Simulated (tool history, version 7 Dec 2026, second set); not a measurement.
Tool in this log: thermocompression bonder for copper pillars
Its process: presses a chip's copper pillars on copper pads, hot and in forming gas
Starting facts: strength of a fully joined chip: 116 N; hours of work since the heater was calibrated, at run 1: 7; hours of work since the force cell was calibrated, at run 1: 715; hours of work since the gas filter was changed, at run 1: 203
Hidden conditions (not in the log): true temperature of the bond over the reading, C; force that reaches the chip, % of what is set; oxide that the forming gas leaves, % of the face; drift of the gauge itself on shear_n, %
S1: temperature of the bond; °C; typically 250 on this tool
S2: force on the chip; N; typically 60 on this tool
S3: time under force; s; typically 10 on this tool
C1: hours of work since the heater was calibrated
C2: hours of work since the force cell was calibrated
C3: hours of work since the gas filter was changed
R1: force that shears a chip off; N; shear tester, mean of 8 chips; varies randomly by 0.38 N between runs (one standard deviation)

run 1 day=0 | S1=250 S2=60 S3=10 | C1=7 C2=715 C3=203 | R1=39.2
-- day=1.362 forming gas filter changed
run 2 day=1.854 | S1=250 S2=59 S3=10 | C1=43 C2=750 C3=9 | R1=40.2
run 3 day=2.892 | S1=250 S2=59 S3=10 | C1=62 C2=770 C3=29 | R1=41.4
run 4 day=4.25 | S1=250 S2=59 S3=10 | C1=88 C2=796 C3=55 | R1=39.7
run 5 day=5.438 | S1=250 S2=59 S3=10 | C1=111 C2=819 C3=78 | R1=40.7
run 6 day=7.304 | S1=250 S2=59 S3=10 | C1=147 C2=854 C3=114 | R1=40.5
run 7 day=8.896 | S1=250 S2=59 S3=10 | C1=177 C2=885 C3=144 | R1=40.2
run 8 day=9.733 | S1=250 S2=59 S3=10 | C1=193 C2=901 C3=160 | R1=39.5
run 9 day=11.442 | S1=250 S2=59 S3=10 | C1=226 C2=933 C3=193 | R1=39.9
run 10 day=12.933 | S1=250 S2=71 S3=10 | C1=255 C2=962 C3=222 | R1=43.8
-- day=13.254 forming gas filter changed
run 11 day=13.921 | S1=231 S2=60 S3=10 | C1=273 C2=981 C3=13 | R1=33.9
run 12 day=14.875 | S1=231 S2=60 S3=10 | C1=291 C2=999 C3=31 | R1=33.7
run 13 day=15.808 | S1=250 S2=60 S3=10 | C1=309 C2=1017 C3=49 | R1=42.2
run 14 day=17.592 | S1=250 S2=64 S3=10 | C1=344 C2=1051 C3=83 | R1=42.4
run 15 day=19.492 | S1=250 S2=64 S3=10 | C1=380 C2=1087 C3=119 | R1=43.4
run 16 day=21.242 | S1=250 S2=60 S3=10 | C1=413 C2=1121 C3=153 | R1=41.9
run 17 day=22.492 | S1=250 S2=60 S3=10 | C1=437 C2=1145 C3=177 | R1=42.2
run 18 day=23.708 | S1=250 S2=60 S3=22 | C1=461 C2=1168 C3=200 | R1=55.7
run 19 day=24.95 | S1=250 S2=60 S3=22 | C1=484 C2=1192 C3=224 | R1=54.8
-- day=25.204 forming gas filter changed
run 20 day=26.671 | S1=250 S2=73 S3=22 | C1=517 C2=1224 C3=28 | R1=65.9
run 21 day=27.633 | S1=265 S2=54 S3=29 | C1=535 C2=1243 C3=46 | R1=67.9
run 22 day=29.217 | S1=234 S2=60 S3=10 | C1=566 C2=1273 C3=77 | R1=36.2
run 23 day=30.717 | S1=239 S2=39 S3=10 | C1=594 C2=1302 C3=106 | R1=28.2
run 24 day=31.846 | S1=239 S2=39 S3=10 | C1=616 C2=1324 C3=127 | R1=28.3
run 25 day=32.958 | S1=268 S2=69 S3=11 | C1=637 C2=1345 C3=148 | R1=58.3
run 26 day=34.083 | S1=231 S2=76 S3=8 | C1=659 C2=1366 C3=170 | R1=36.5
run 27 day=35.704 | S1=253 S2=40 S3=10 | C1=690 C2=1397 C3=201 | R1=33.2
run 28 day=36.788 | S1=258 S2=60 S3=12 | C1=711 C2=1418 C3=222 | R1=49.5
-- day=37.167 forming gas filter changed
run 29 day=38.592 | S1=258 S2=60 S3=12 | C1=745 C2=1452 C3=27 | R1=53
run 30 day=40.475 | S1=258 S2=60 S3=12 | C1=781 C2=1488 C3=63 | R1=52.5
run 31 day=41.6 | S1=258 S2=60 S3=12 | C1=802 C2=1510 C3=85 | R1=51.8
run 32 day=43.5 | S1=227 S2=39 S3=7 | C1=839 C2=1546 C3=121 | R1=22
run 33 day=44.533 | S1=243 S2=82 S3=15 | C1=859 C2=1566 C3=141 | R1=57.5
run 34 day=46.288 | S1=246 S2=75 S3=15 | C1=892 C2=1600 C3=175 | R1=56.4
run 35 day=47.358 | S1=221 S2=50 S3=9 | C1=913 C2=1620 C3=195 | R1=26.6
run 36 day=48.862 | S1=250 S2=73 S3=11 | C1=942 C2=1649 C3=224 | R1=52.1
-- day=49.121 forming gas filter changed
run 37 day=49.812 | S1=250 S2=73 S3=11 | C1=959 C2=1667 C3=13 | R1=53.7
run 38 day=51.246 | S1=250 S2=73 S3=11 | C1=987 C2=1694 C3=41 | R1=54.5
run 39 day=52.638 | S1=251 S2=69 S3=10 | C1=1014 C2=1721 C3=67 | R1=50.8

Take each entry between the runs: how does the hidden state at the last listed run before it differ from the hidden state at the first listed run after it?
Runs 1 to 2: forming gas filter changed (day 1.362)
  true temperature of the bond over the reading, C: -1.8 -> -1.5; force that reaches the chip, % of what is set: 103.8 -> 104; oxide that the forming gas leaves, % of the face: 5.58 -> 0.82
  measured minus no-state result, R1: -2 -> +0.2 N
Runs 10 to 11: forming gas filter changed (day 13.254)
  true temperature of the bond over the reading, C: 0.6 -> 0.8; force that reaches the chip, % of what is set: 105 -> 105.1; oxide that the forming gas leaves, % of the face: 6.68 -> 0.84
  measured minus no-state result, R1: -1.2 -> +1.4 N
Runs 19 to 20: forming gas filter changed (day 25.204)
  true temperature of the bond over the reading, C: 2.9 -> 3.2; force that reaches the chip, % of what is set: 106.2 -> 106.3; oxide that the forming gas leaves, % of the face: 6.58 -> 1.34
  measured minus no-state result, R1: +0 -> +3.4 N
Runs 28 to 29: forming gas filter changed (day 37.167)
  true temperature of the bond over the reading, C: 5.1 -> 5.4; force that reaches the chip, % of what is set: 107.3 -> 107.5; oxide that the forming gas leaves, % of the face: 6.7 -> 1.31
  measured minus no-state result, R1: +1.4 -> +4.6 N
Runs 36 to 37: forming gas filter changed (day 49.121)
  true temperature of the bond over the reading, C: 7.3 -> 7.4; force that reaches the chip, % of what is set: 108.5 -> 108.6; oxide that the forming gas leaves, % of the face: 6.85 -> 0.96
  measured minus no-state result, R1: +2.9 -> +6.1 N
